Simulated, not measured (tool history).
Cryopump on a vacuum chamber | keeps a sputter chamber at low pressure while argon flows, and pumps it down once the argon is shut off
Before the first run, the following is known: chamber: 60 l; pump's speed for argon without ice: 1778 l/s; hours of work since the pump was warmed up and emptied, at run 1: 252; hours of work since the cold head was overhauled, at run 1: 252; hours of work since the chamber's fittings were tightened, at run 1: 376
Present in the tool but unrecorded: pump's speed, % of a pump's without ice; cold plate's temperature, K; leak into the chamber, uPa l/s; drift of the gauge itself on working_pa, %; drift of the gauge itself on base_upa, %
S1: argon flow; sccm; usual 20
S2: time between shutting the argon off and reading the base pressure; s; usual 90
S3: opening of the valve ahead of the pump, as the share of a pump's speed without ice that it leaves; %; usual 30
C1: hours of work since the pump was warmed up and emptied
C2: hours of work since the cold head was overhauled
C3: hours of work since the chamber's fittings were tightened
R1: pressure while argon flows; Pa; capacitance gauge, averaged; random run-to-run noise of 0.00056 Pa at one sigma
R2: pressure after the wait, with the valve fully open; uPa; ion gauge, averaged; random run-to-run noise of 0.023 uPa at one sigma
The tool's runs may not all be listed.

{"run": 1, "hour": 0.0, "S1": 20, "S2": 90, "S3": 30, "C1": 252, "C2": 252, "C3": 376, "R1": 0.0659, "R2": 0.81}
{"run": 2, "hour": 25.2, "S1": 20, "S2": 90, "S3": 44, "C1": 264, "C2": 264, "C3": 388, "R1": 0.0452, "R2": 0.8}
{"run": 3, "hour": 53.9, "S1": 20, "S2": 90, "S3": 58, "C1": 277, "C2": 277, "C3": 401, "R1": 0.0352, "R2": 0.85}
{"run": 4, "hour": 84.3, "S1": 20, "S2": 90, "S3": 58, "C1": 290, "C2": 290, "C3": 414, "R1": 0.0347, "R2": 0.82}
{"run": 5, "hour": 111.2, "S1": 20, "S2": 90, "S3": 58, "C1": 303, "C2": 303, "C3": 427, "R1": 0.0361, "R2": 0.82}
{"run": 6, "hour": 149.2, "S1": 20, "S2": 90, "S3": 58, "C1": 320, "C2": 320, "C3": 444, "R1": 0.036, "R2": 0.84}
{"run": 7, "hour": 177.1, "S1": 9, "S2": 90, "S3": 30, "C1": 332, "C2": 332, "C3": 456, "R1": 0.0292, "R2": 0.82}
{"run": 8, "hour": 211.7, "S1": 20, "S2": 90, "S3": 30, "C1": 348, "C2": 348, "C3": 472, "R1": 0.0668, "R2": 0.84}
{"run": 9, "hour": 234.2, "S1": 21, "S2": 90, "S3": 30, "C1": 358, "C2": 358, "C3": 482, "R1": 0.0694, "R2": 0.85}
{"run": 10, "hour": 266.1, "S1": 21, "S2": 90, "S3": 30, "C1": 373, "C2": 373, "C3": 497, "R1": 0.0694, "R2": 0.85}

Run 11 has not been measured yet. What should we expect?
{"run": 11, "hour": 299.4, "S1": 23, "S2": 90, "S3": 30, "C1": 388, "C2": 388, "C3": 512, "R1": "?", "R2": "?"}

Run 11 yielded R1 0.0763 Pa, R2 0.87 uPa.
The same run, on a tool lacking any hidden state, would have yielded R1 0.0724 Pa, R2 0.75 uPa.

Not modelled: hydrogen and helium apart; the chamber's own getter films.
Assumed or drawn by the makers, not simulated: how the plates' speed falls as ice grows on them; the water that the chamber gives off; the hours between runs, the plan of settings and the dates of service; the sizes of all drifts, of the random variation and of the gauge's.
